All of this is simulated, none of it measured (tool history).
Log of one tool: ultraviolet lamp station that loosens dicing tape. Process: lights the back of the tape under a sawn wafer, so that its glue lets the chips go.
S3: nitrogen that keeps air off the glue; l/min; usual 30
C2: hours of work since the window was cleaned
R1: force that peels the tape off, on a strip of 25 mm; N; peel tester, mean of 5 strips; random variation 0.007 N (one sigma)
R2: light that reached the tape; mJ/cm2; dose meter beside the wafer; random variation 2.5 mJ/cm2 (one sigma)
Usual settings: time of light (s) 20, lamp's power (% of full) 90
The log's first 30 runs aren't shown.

run 31 hour=340.2 | time_of_light_(s)=23 lamp's_power_(%_of_full)=90 S3=33 | hours_of_work_of_the_lamp=296 C2=38 | R1=0.223 R2=320
run 32 hour=356.3 | time_of_light_(s)=23 lamp's_power_(%_of_full)=90 S3=33 | hours_of_work_of_the_lamp=305 C2=47 | R1=0.227 R2=319
run 33 hour=366.2 | time_of_light_(s)=23 lamp's_power_(%_of_full)=95 S3=32 | hours_of_work_of_the_lamp=312 C2=54 | R1=0.219 R2=338
run 34 hour=376.7 | time_of_light_(s)=11 lamp's_power_(%_of_full)=94 S3=59 | hours_of_work_of_the_lamp=318 C2=60 | R1=0.475 R2=158
run 35 hour=393.3 | time_of_light_(s)=20 lamp's_power_(%_of_full)=89 S3=41 | hours_of_work_of_the_lamp=328 C2=70 | R1=0.259 R2=271
run 36 hour=407.1 | time_of_light_(s)=20 lamp's_power_(%_of_full)=89 S3=41 | hours_of_work_of_the_lamp=337 C2=79 | R1=0.248 R2=273
run 37 hour=418.2 | time_of_light_(s)=20 lamp's_power_(%_of_full)=85 S3=41 | hours_of_work_of_the_lamp=344 C2=86 | R1=0.268 R2=260
run 38 hour=429.9 | time_of_light_(s)=20 lamp's_power_(%_of_full)=85 S3=41 | hours_of_work_of_the_lamp=351 C2=93 | R1=0.26 R2=252

Run 39 comes next. What will it give?
run 39 hour=441.9 | time_of_light_(s)=20 lamp's_power_(%_of_full)=84 S3=48 | hours_of_work_of_the_lamp=358 C2=100 | R1=? R2=?

Run 39 gave R1 0.254 N, R2 254 mJ/cm2.
Without the tool's hidden state the same run would have given R1 0.233 N, R2 280 mJ/cm2.
